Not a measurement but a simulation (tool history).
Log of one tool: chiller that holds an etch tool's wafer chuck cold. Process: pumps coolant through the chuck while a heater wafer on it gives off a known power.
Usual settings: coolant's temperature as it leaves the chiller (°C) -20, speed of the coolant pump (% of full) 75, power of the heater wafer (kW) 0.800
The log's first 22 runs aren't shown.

run	day	coolant's temperature as it leaves the chiller (°C)	speed of the coolant pump (% of full)	power of the heater wafer (kW)	chuck's temperature once it has settled (°C)	how much warmer the coolant comes back (C)
23	83.750	-15	75	0.800	-8.53	2.54
24	86.025	-23	73	0.440	-19.29	1.44
25	89.821	-23	73	0.440	-19.24	1.44
26	92.638	-20	92	1.094	-12.35	2.83
27	97.158	-15	96	0.644	-10.57	1.60
28	100.762	-19	97	0.800	-13.52	1.97
29	103.683	-11	87	1.118	-2.83	3.07
30	105.962	-27	70	0.800	-19.99	2.74
31	110.333	-22	77	0.862	-14.97	2.67
32	114.008	-14	77	0.456	-10.14	1.42
33	118.671	-14	77	0.456	-10.15	1.44

Forecast each of these 3 alternatives for the next run:
A	121.700	-22	75	0.418	?	?
B	121.700	-16	77	0.456	?	?
C	121.700	-20	75	0.791	?	?

run	chuck's temperature once it has settled (°C)	how much warmer the coolant comes back (C)
A	-18.41	1.34
B	-12.18	1.41
C	-13.30	2.54
Without the tool's hidden state the same runs would have given:
run	chuck's temperature once it has settled (°C)	how much warmer the coolant comes back (C)
A	-18.80	1.32
B	-12.59	1.39
C	-13.93	2.50
